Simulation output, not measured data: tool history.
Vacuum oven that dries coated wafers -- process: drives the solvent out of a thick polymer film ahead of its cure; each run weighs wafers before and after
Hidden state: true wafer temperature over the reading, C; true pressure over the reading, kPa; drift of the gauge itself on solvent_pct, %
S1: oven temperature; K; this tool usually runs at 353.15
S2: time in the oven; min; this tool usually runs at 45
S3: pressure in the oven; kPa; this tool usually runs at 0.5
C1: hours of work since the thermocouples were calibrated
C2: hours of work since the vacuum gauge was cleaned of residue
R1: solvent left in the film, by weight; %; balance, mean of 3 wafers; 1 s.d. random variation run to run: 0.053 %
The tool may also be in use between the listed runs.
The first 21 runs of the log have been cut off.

run	day	S1	S2	S3	C1	C2	R1
22	54.579	364.15	45	0.385	593	165	2.01
# day 56.908: vacuum gauge cleaned of residue and calibrated, once more
23	57.283	359.15	45	0.385	637	6	0.79
24	58.954	343.15	63	1.35	665	34	5.06
25	62.125	343.15	63	0.656	718	87	3.52
26	65.512	343.15	63	0.656	774	143	3.59
27	66.975	357.15	29	0.5	799	168	2.01
28	68.6	353.15	24	0.5	826	195	3.71
29	71.233	346.15	45	1.954	869	238	6.24
30	73.629	353.15	45	0.493	909	278	1.74
31	76.429	364.15	35	0.282	956	325	0.51

5 ways to go on from here, each from the tool as it stands after run 31. What would each give?
A	78.962	364.15	35	0.311	998	367	?
B	78.962	364.15	35	0.335	998	367	?
C	78.962	345.15	27	0.851	998	367	?
D	78.962	353.15	63	0.513	998	367	?
E	78.962	353.15	27	0.5	998	367	?

run	R1
A	0.64
B	0.65
C	6.33
D	1.33
E	3.29
Take away the tool's hidden state, keep each run's random variation, and the runs would have read:
run	R1
A	0.58
B	0.6
C	6.53
D	1.26
E	3.47
